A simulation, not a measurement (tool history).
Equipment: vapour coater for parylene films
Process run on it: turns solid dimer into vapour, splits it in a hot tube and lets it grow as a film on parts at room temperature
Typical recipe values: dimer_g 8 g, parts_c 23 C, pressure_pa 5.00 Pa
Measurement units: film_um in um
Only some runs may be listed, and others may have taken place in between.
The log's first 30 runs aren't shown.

run,day,dimer_g,parts_c,pressure_pa,film_um
31,28.029,10,33,5.98,1.511
32,29.258,10,33,5.98,1.480
33,29.879,9,33,7.51,1.282
34,30.788,9,33,7.51,1.288
35,31.671,5,19,3.69,1.038
36,32.296,5,19,3.69,1.049
37,32.833,8,21,2.72,1.726
38,33.725,4,21,3.31,0.834
39,34.379,9,21,8.84,1.495
40,35.242,11,15,11.68,1.862
41,36.221,11,15,11.68,1.867
42,37.346,8,23,2.04,1.757
43,38.275,8,23,2.04,1.749
44,39.175,8,20,2.04,1.817
45,39.862,3,21,11.29,0.454

3 ways to go on from here, each from the tool as it stands after run 45. What would each give?
A,40.992,4,19,6.24,?
B,40.992,13,24,5.00,?
C,40.992,13,25,4.57,?

run,film_um
A,0.730
B,2.286
C,2.285
Stripped of hidden state, with their random variation kept, the same runs would have yielded:
run,film_um
A,0.799
B,2.505
C,2.506
